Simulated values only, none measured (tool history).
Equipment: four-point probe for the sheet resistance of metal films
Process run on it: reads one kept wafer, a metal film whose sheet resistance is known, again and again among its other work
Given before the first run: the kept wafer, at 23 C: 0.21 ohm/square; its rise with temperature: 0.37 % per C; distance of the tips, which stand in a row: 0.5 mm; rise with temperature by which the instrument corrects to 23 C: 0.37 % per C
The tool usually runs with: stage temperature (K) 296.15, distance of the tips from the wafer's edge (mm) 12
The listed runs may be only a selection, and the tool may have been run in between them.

| run | hour | stage temperature (K) | distance of the tips from the wafer's edge (mm) | sheet resistance as the instrument gives it (ohm/square) |
|---|---|---|---|---|
| 1 | 0.0 | 296.15 | 12 | 0.210251 |
| 2 | 19.7 | 296.15 | 12 | 0.210213 |
| 3 | 40.7 | 298.15 | 12 | 0.210150 |
| 4 | 61.3 | 296.15 | 12 | 0.210235 |
| 5 | 85.9 | 296.15 | 12 | 0.210153 |
| 6 | 121.4 | 295.15 | 12 | 0.210171 |
| 7 | 146.1 | 294.15 | 4 | 0.211750 |
| 8 | 169.0 | 299.15 | 6 | 0.210807 |

Run 9 has not been measured yet. What should we expect?
| 9 | 195.6 | 299.15 | 6 | ? |

sheet resistance as the instrument gives it (ohm/square): 0.210744
With no hidden state in the tool, this same run would have given sheet resistance as the instrument gives it (ohm/square) 0.210765.
